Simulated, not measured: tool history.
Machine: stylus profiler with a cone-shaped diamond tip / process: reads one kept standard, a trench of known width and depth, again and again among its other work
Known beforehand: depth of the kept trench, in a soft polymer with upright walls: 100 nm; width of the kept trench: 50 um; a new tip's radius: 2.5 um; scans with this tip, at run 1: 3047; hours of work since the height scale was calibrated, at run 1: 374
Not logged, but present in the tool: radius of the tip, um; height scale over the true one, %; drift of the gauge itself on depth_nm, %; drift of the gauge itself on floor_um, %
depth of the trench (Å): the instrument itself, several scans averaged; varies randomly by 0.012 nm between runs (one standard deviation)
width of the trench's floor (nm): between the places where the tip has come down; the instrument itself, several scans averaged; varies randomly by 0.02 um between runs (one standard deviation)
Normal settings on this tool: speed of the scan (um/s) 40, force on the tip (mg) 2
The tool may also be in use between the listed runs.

run   hour  speed of the scan (um/s)  force on the tip (mg)  scans with this tip  hours of work since the height scale was calibrated  depth of the trench (Å)  width of the trench's floor (nm)
  1      0                        40                      2                 3047                                                  374                   1011.6                             48430
  2   65.5                        40                      2                 3463                                                  425                   1011.6                             48460
  3  104.6                        40                      2                 3711                                                  456                   1011.5                             48450
  4  148.5                        40                   1.87                 3990                                                  490                   1011.1                             48470
  5  191.3                        40                   1.87                 4262                                                  523                   1010.8                             48440
  6  234.1                        40                   0.69                 4534                                                  557                   1005.6                             48310
  7  285.2                        40                      2                 4859                                                  597                   1011.7                             48440
  8  369.9                        13                   1.22                 5397                                                  663                   1008.3                             48530
  9  429.2                        21                    0.8                 5774                                                  709                   1006.1                             48490
 10  477.7                        21                    0.8                 6083                                                  747                   1006.4                             48490
 11  525.1                        21                    0.8                 6384                                                  784                   1006.2                             48440
 12  567.8                        48                   0.69                 6655                                                  817                   1005.5                             48280
 13  634.9                       152                   0.86                 7081                                                  869                   1006.6                             47680

Here are 5 independent what-if runs from the current tool condition. What would each one return?
  A  682.8                        24                      2                 7386                                                  907                        ?                                 ?
  B  682.8                        32                   1.66                 7386                                                  907                        ?                                 ?
  C  682.8                        22                      2                 7386                                                  907                        ?                                 ?
  D  682.8                        10                   1.99                 7386                                                  907                        ?                                 ?
  E  682.8                        77                   4.09                 7386                                                  907                        ?                                 ?

run  depth of the trench (Å)  width of the trench's floor (nm)
  A                   1011.6                             48540
  B                   1009.9                             48460
  C                   1011.5                             48500
  D                   1011.3                             48550
  E                   1018.5                             48370
Take away the tool's hidden state, keep each run's random variation, and the runs would have read:
run  depth of the trench (Å)  width of the trench's floor (nm)
  A                   1011.6                             48540
  B                   1009.9                             48470
  C                   1011.6                             48500
  D                   1011.3                             48550
  E                   1018.5                             48380

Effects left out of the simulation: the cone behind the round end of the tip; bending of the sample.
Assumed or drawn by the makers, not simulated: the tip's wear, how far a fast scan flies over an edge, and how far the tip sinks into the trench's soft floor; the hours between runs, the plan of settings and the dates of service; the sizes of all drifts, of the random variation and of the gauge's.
